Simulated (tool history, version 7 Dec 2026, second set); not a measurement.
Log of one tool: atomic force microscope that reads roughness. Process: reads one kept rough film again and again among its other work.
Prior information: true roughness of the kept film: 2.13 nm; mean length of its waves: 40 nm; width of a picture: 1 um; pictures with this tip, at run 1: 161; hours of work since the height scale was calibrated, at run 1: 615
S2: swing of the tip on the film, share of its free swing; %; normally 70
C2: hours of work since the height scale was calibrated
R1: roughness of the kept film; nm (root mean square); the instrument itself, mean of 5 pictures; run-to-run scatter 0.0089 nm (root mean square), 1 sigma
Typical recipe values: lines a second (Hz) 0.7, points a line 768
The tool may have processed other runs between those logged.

Run 1, hour 0: usual settings; pictures with this tip 161; C2 615. Result: R1 1.925 nm (root mean square).
Run 2, hour 30.5: usual settings but S2 88 %; pictures with this tip 195; C2 628. Result: R1 1.791 nm (root mean square).
Run 3, hour 54: usual settings but S2 88 %; pictures with this tip 221; C2 638. Result: R1 1.779 nm (root mean square).
Run 4, hour 74.3: usual settings but S2 88 %; pictures with this tip 243; C2 647. Result: R1 1.78 nm (root mean square).
Run 5, hour 91.6: usual settings but S2 88 %; pictures with this tip 263; C2 654. Result: R1 1.768 nm (root mean square).
Run 6, hour 110.6: usual settings but S2 88 %; pictures with this tip 284; C2 663. Result: R1 1.776 nm (root mean square).
At hour 116.5: new tip fitted.
Run 7, hour 139.4: usual settings but S2 88 %; pictures with this tip 25; C2 675. Result: R1 1.826 nm (root mean square).
Run 8, hour 168.1: usual settings but lines a second (Hz) 2.765, S2 77 %; pictures with this tip 57; C2 687. Result: R1 1.6 nm (root mean square).
At hour 170.5: height scale calibrated on a step standard.
Run 9, hour 204: usual settings but lines a second (Hz) 1.398, S2 77 %, points a line 445; pictures with this tip 96; C2 14. Result: R1 1.763 nm (root mean square).
Run 10, hour 219.5: usual settings but lines a second (Hz) 2.499, S2 60 %, points a line 853; pictures with this tip 113; C2 21. Result: R1 1.859 nm (root mean square).
At hour 242.7: height scale calibrated on a step standard, once more.
Run 11, hour 242.7: usual settings but lines a second (Hz) 2.499, S2 60 %, points a line 853; pictures with this tip 138; C2 0. Result: R1 1.868 nm (root mean square).
Run 12, hour 264.8: usual settings but lines a second (Hz) 3.278, S2 64 %, points a line 720; pictures with this tip 163; C2 10. Result: R1 1.759 nm (root mean square).

Branching from run 12: 4 alternative next runs. What would each branch give?
Run A, hour 293.8: usual settings but lines a second (Hz) 2.111, S2 79 %, points a line 930; pictures with this tip 195; C2 22. Result: R1 ?.
Run B, hour 293.8: usual settings but lines a second (Hz) 1.597, S2 61 %, points a line 653; pictures with this tip 195; C2 22. Result: R1 ?.
Run C, hour 293.8: usual settings but lines a second (Hz) 3.278, S2 85 %, points a line 720; pictures with this tip 195; C2 22. Result: R1 ?.
Run D, hour 293.8: usual settings but S2 76 %; pictures with this tip 195; C2 22. Result: R1 ?.

run     R1
  A   1.64
  B    1.9
  C  1.367
  D  1.905
Without the tool's unlogged condition, the same runs would have read:
run     R1
  A  1.685
  B  1.952
  C  1.405
  D  1.958
